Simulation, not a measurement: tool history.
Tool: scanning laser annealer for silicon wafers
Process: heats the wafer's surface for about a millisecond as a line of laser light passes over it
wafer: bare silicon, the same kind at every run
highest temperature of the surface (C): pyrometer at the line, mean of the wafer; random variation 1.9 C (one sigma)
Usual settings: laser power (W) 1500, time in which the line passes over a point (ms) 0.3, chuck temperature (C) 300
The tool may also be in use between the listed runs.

run   hour  laser power (W)  time in which the line passes over a point (ms)  chuck temperature (C)  highest temperature of the surface (C)
  1      0             1500                                              0.3                    300                                    1098
         5  -- window over the wafer cleaned
  2   12.1             1500                                              0.3                    300                                    1113
  3   23.9             1500                                              0.3                    300                                    1112
  4   36.4             1545                                              0.3                    300                                    1132
  5   49.5             1545                                              0.3                    300                                    1133
  6   57.7             1500                                            0.325                    300                                    1144
  7   66.5             1500                                            0.325                    300                                    1139
  8   72.9             1500                                            0.325                    300                                    1143
  9   82.6             1500                                            0.325                    300                                    1140
 10   94.4             1500                                            0.325                    300                                    1137
      99.9  -- optics aligned, line set to its width
 11  107.4             1477                                              0.3                    300                                    1096
 12    113             1375                                            0.296                    300                                    1042
 13  118.7             1375                                            0.296                    300                                    1042
 14  128.1             1277                                            0.235                    296                                     920
 15    139             1279                                              0.3                    300                                     998
 16  147.3             1300                                            0.284                    300                                     989
 17  160.4             1347                                              0.3                    309                                    1041
 18  172.7             1347                                            0.288                    284                                    1002
     178.9  -- optics aligned, line set to its width, once more
 19    189             1326                                            0.338                    310                                    1072
 20    197             1326                                            0.236                    298                                     945
 21  208.5             1569                                            0.236                    322                                    1078

3 ways to go on from here, each from the tool as it stands after run 21. What would each give?
  A  219.5             1477                                              0.3                    300                                       ?
  B  219.5             1287                                            0.215                    310                                       ?
  C  219.5             1500                                            0.256                    329                                       ?

run  highest temperature of the surface (C)
  A                                    1094
  B                                     917
  C                                    1080
Without the tool's hidden state the same runs would have given:
run  highest temperature of the surface (C)
  A                                    1102
  B                                     924
  C                                    1088
